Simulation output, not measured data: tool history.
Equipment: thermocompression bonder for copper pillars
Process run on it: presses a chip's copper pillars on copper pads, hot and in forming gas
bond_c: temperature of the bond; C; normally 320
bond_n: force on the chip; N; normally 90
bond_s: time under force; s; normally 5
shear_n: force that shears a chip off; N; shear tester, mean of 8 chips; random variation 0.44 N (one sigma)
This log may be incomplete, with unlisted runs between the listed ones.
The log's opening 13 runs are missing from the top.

run,day,bond_c,bond_n,bond_s,hours of work since the heater was calibrated,hours of work since the force cell was calibrated,hours of work since the gas filter was changed,shear_n
14,4.088,320,90,5,457,128,228,70.5
15,4.467,320,75,5,461,132,232,66.6
16,4.746,320,75,5,464,135,235,66.4
17,5.067,320,75,3,467,139,239,57.5
18,5.454,320,75,3,472,143,243,57.2
19,5.875,320,90,3,476,147,248,61.6
20,6.133,320,90,3,479,150,250,60.3
21,6.517,342,122,3,483,155,255,80
# day 6.829: forming gas filter changed
22,6.838,342,122,3,487,158,0,85.5
23,7.221,342,122,3,491,162,4,85.6
24,7.533,311,72,8,495,166,8,73.3
25,7.854,294,118,9,498,169,11,76.8
26,8.071,295,118,9,500,172,14,77.6
27,8.45,295,118,9,505,176,18,77.7
28,8.817,320,81,4,509,180,22,69.4
29,9.008,320,81,4,511,182,24,68.5
30,9.321,327,84,4,514,186,28,74.6

What if the next run were any one of these 3? Each begins from the tool's condition after run 30:
A,9.671,302,90,3,518,189,32,?
B,9.671,305,90,5,518,189,32,?
C,9.671,319,90,10,518,189,32,?

run,shear_n
A,54.4
B,65.8
C,86.7
Had the tool no hidden state, the same runs would have come out as:
run,shear_n
A,50.4
B,61.7
C,83.8
